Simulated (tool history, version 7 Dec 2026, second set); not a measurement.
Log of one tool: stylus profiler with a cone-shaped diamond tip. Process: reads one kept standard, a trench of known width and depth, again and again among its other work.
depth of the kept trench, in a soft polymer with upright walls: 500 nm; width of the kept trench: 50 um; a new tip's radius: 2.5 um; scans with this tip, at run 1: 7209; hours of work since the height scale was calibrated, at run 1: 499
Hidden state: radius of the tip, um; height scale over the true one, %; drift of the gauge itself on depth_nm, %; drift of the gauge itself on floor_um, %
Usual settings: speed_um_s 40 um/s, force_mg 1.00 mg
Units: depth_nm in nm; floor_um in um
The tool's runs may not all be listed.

| run | hour | speed_um_s | force_mg | scans with this tip | hours of work since the height scale was calibrated | depth_nm | floor_um |
|---|---|---|---|---|---|---|---|
| 1 | 0.0 | 40 | 1.00 | 7209 | 499 | 502.76 | 46.26 |
| 2 | 9.5 | 40 | 1.00 | 7308 | 506 | 502.61 | 46.22 |
| 3 | 18.3 | 40 | 1.00 | 7400 | 512 | 502.69 | 46.28 |
| 4 | 26.6 | 40 | 1.00 | 7487 | 518 | 502.85 | 46.24 |
| 5 | 45.5 | 40 | 1.00 | 7684 | 532 | 502.70 | 46.21 |
| 6 | 58.0 | 40 | 1.00 | 7814 | 541 | 502.68 | 46.24 |
| 7 | 76.1 | 40 | 1.95 | 8003 | 554 | 504.99 | 46.34 |
| 8 | 85.8 | 40 | 1.95 | 8104 | 561 | 504.69 | 46.34 |
| 9 | 104.0 | 40 | 0.77 | 8295 | 574 | 502.00 | 46.22 |
| 10 | 121.2 | 40 | 1.00 | 8474 | 586 | 502.80 | 46.20 |
| 11 | 131.7 | 40 | 1.00 | 8584 | 594 | 502.59 | 46.18 |
| 12 | 147.5 | 40 | 1.00 | 8748 | 605 | 502.53 | 46.21 |
| 13 | 165.3 | 40 | 1.00 | 8934 | 618 | 502.51 | 46.18 |
| 14 | 184.0 | 40 | 1.00 | 9129 | 632 | 502.45 | 46.18 |
| 15 | 203.3 | 40 | 1.14 | 9331 | 645 | 502.79 | 46.22 |
| 16 | 212.0 | 40 | 1.14 | 9422 | 652 | 502.95 | 46.18 |
| 17 | 221.4 | 40 | 1.14 | 9520 | 659 | 502.70 | 46.16 |
| 18 | 238.6 | 40 | 1.14 | 9699 | 671 | 502.79 | 46.16 |
| 19 | 252.8 | 40 | 1.14 | 9847 | 681 | 502.65 | 46.15 |
| 20 | 264.9 | 40 | 1.14 | 9974 | 690 | 502.98 | 46.17 |
| 21 | 276.4 | 68 | 1.00 | 10094 | 698 | 502.25 | 45.88 |
| 22 | 285.1 | 40 | 1.00 | 10185 | 705 | 502.36 | 46.16 |
| 23 | 293.3 | 41 | 1.00 | 10270 | 710 | 502.20 | 46.07 |
|  | 295.4 | height scale calibrated on a step standard |
| 24 | 306.7 | 25 | 2.92 | 10405 | 8 | 505.85 | 46.38 |
| 25 | 323.1 | 49 | 1.22 | 10576 | 20 | 502.13 | 46.08 |
| 26 | 331.8 | 104 | 0.90 | 10666 | 26 | 501.47 | 45.47 |
| 27 | 347.4 | 104 | 0.90 | 10829 | 38 | 501.21 | 45.50 |
| 28 | 355.8 | 25 | 1.00 | 10917 | 44 | 501.37 | 46.34 |
|  | 363.2 | height scale calibrated on a step standard, once more |
| 29 | 369.1 | 13 | 0.82 | 11050 | 4 | 503.88 | 46.35 |
| 30 | 386.5 | 127 | 1.00 | 11232 | 17 | 504.01 | 45.37 |
| 31 | 401.9 | 127 | 1.00 | 11393 | 28 | 504.09 | 45.34 |
| 32 | 413.3 | 134 | 1.90 | 11512 | 36 | 506.31 | 45.56 |
| 33 | 425.9 | 102 | 1.90 | 11643 | 45 | 506.30 | 45.75 |
| 34 | 435.5 | 19 | 0.41 | 11743 | 52 | 502.39 | 46.17 |
| 35 | 447.5 | 19 | 0.41 | 11869 | 61 | 502.23 | 46.14 |
| 36 | 460.8 | 15 | 1.99 | 12008 | 70 | 506.43 | 46.33 |
| 37 | 477.9 | 93 | 0.55 | 12186 | 83 | 502.59 | 45.24 |
| 38 | 497.2 | 69 | 0.40 | 12388 | 97 | 502.24 | 45.42 |
| 39 | 508.8 | 69 | 0.40 | 12508 | 105 | 501.97 | 45.41 |
| 40 | 519.4 | 105 | 2.05 | 12620 | 113 | 506.33 | 45.75 |
| 41 | 535.9 | 105 | 2.05 | 12791 | 125 | 506.53 | 45.71 |
| 42 | 547.6 | 105 | 2.05 | 12913 | 133 | 506.31 | 45.72 |
| 43 | 555.6 | 114 | 1.12 | 12997 | 139 | 504.02 | 45.46 |
| 44 | 564.5 | 102 | 1.12 | 13089 | 145 | 504.28 | 45.50 |
| 45 | 578.1 | 19 | 0.86 | 13232 | 155 | 503.62 | 46.19 |
| 46 | 591.3 | 119 | 0.65 | 13369 | 165 | 502.92 | 45.04 |

The same runs without the tool's hidden state, with the same run-to-run variation:
| run | depth_nm | floor_um |
|---|---|---|
| 1 | 503.88 | 46.64 |
| 2 | 503.74 | 46.60 |
| 3 | 503.84 | 46.67 |
| 4 | 504.01 | 46.63 |
| 5 | 503.90 | 46.61 |
| 6 | 503.90 | 46.65 |
| 7 | 506.25 | 46.76 |
| 8 | 505.97 | 46.76 |
| 9 | 503.30 | 46.65 |
| 10 | 504.13 | 46.63 |
| 11 | 503.94 | 46.62 |
| 12 | 503.91 | 46.65 |
| 13 | 503.92 | 46.63 |
| 14 | 503.89 | 46.64 |
| 15 | 504.27 | 46.69 |
| 16 | 504.44 | 46.65 |
| 17 | 504.22 | 46.64 |
| 18 | 504.33 | 46.64 |
| 19 | 504.22 | 46.64 |
| 20 | 504.57 | 46.67 |
| 21 | 503.86 | 46.38 |
| 22 | 503.99 | 46.66 |
| 23 | 503.84 | 46.58 |
| 24 | 508.32 | 46.89 |
| 25 | 504.62 | 46.60 |
| 26 | 503.96 | 45.99 |
| 27 | 503.74 | 46.03 |
| 28 | 503.91 | 46.87 |
| 29 | 503.68 | 46.88 |
| 30 | 503.85 | 45.92 |
| 31 | 503.95 | 45.90 |
| 32 | 506.19 | 46.11 |
| 33 | 506.20 | 46.31 |
| 34 | 502.31 | 46.73 |
| 35 | 502.17 | 46.70 |
| 36 | 506.40 | 46.90 |
| 37 | 502.59 | 45.82 |
| 38 | 502.28 | 46.01 |
| 39 | 502.02 | 46.01 |
| 40 | 506.40 | 46.34 |
| 41 | 506.64 | 46.31 |
| 42 | 506.43 | 46.33 |
| 43 | 504.16 | 46.07 |
| 44 | 504.43 | 46.12 |
| 45 | 503.80 | 46.81 |
| 46 | 503.12 | 45.67 |

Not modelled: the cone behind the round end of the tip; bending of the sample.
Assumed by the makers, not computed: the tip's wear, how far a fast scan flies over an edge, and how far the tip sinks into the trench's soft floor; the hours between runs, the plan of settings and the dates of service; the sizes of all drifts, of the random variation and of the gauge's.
